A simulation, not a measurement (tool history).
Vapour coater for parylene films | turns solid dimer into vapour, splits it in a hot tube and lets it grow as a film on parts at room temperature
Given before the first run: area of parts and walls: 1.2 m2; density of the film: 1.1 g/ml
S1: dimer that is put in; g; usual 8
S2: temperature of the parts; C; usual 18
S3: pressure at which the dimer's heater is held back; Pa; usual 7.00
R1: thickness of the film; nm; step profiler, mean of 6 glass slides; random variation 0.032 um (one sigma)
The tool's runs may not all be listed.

Run 1, hour 0.0: usual settings. Result: R1 4090 nm.
Run 2, hour 17.5: usual settings. Result: R1 4070 nm.
Run 3, hour 32.6: usual settings. Result: R1 4040 nm.
Run 4, hour 42.3: usual settings. Result: R1 4040 nm.
Run 5, hour 62.1: usual settings. Result: R1 4010 nm.
Run 6, hour 71.8: usual settings. Result: R1 4000 nm.
At hour 77.2: trap's valve overhauled.
Run 7, hour 94.4: usual settings. Result: R1 3930 nm.
Run 8, hour 114.7: usual settings. Result: R1 3950 nm.
Run 9, hour 130.3: usual settings but S2 15 C. Result: R1 4110 nm.
At hour 148.1: trap's valve overhauled, once more.
Run 10, hour 152.2: usual settings but S2 15 C. Result: R1 4280 nm.
Run 11, hour 167.0: usual settings. Result: R1 4060 nm.
Run 12, hour 178.6: usual settings but S3 3.61 Pa. Result: R1 4280 nm.
Run 13, hour 195.5: usual settings but S1 3 g, S2 12 C, S3 2.82 Pa. Result: R1 1790 nm.
Run 14, hour 206.7: usual settings but S1 5 g, S2 28 C, S3 5.84 Pa. Result: R1 2230 nm.
Run 15, hour 225.5: usual settings but S1 5 g, S2 14 C, S3 3.08 Pa. Result: R1 2850 nm.
Run 16, hour 242.3: usual settings but S1 5 g, S2 14 C, S3 3.08 Pa. Result: R1 2870 nm.
Run 17, hour 256.3: usual settings but S1 4 g, S3 6.37 Pa. Result: R1 2040 nm.
Run 18, hour 270.7: usual settings but S1 4 g, S3 6.37 Pa. Result: R1 2060 nm.

What will run 19 give?
Run 19, hour 288.2: usual settings but S1 4 g, S3 6.37 Pa. Result: R1 ?.

R1: 2050 nm
Were there no unlogged condition in the tool, this run, its random variation unchanged, would have produced R1 2100 nm.

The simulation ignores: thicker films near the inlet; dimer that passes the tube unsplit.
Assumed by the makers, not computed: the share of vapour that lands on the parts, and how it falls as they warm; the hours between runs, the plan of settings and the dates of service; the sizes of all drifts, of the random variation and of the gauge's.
